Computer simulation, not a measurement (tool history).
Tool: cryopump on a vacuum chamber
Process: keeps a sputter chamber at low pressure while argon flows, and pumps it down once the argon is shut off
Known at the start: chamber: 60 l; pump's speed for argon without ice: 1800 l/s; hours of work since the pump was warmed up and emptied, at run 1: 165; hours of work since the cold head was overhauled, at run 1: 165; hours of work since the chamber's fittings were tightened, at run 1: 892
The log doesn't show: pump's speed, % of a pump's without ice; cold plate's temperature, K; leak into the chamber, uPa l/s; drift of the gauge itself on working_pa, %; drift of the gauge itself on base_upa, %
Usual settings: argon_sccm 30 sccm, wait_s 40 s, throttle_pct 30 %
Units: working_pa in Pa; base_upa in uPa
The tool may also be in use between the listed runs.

run,hour,argon_sccm,wait_s,throttle_pct,hours of work since the pump was warmed up and emptied,hours of work since the cold head was overhauled,hours of work since the chamber's fittings were tightened,working_pa,base_upa
1,0.0,30,40,30,165,165,892,0.0958,2.78
2,55.2,30,40,30,205,205,932,0.0966,2.87
3,151.4,30,40,30,274,274,1002,0.0968,2.91
4,205.9,30,40,30,314,314,1041,0.0976,2.90
5,272.2,30,40,30,362,362,1089,0.0967,2.96
6,363.1,30,40,22,428,428,1155,0.1316,3.07
7,459.7,30,40,30,498,498,1225,0.0984,3.15
8,535.4,13,40,28,553,553,1280,0.0460,3.19
9,602.9,13,185,28,602,602,1329,0.0462,1.70
10,659.6,22,24,31,643,643,1370,0.0720,4.61
11,730.3,30,229,18,694,694,1421,0.1626,1.70
12,804.1,30,229,18,747,747,1475,0.1658,1.81
13,876.9,30,229,18,800,800,1528,0.1643,1.88

Forecast each of these 5 alternatives for the next run:
A,962.0,32,32,21,862,862,1589,?,?
B,962.0,30,279,18,862,862,1589,?,?
C,962.0,30,29,41,862,862,1589,?,?
D,962.0,30,229,19,862,862,1589,?,?
E,962.0,58,149,19,862,862,1589,?,?

run,working_pa,base_upa
A,0.1525,3.99
B,0.1655,1.87
C,0.0776,4.18
D,0.1582,1.92
E,0.3051,2.10
Without the tool's hidden state the same runs would have given:
run,working_pa,base_upa
A,0.1429,2.57
B,0.1564,0.44
C,0.0686,2.77
D,0.1491,0.49
E,0.2876,0.68
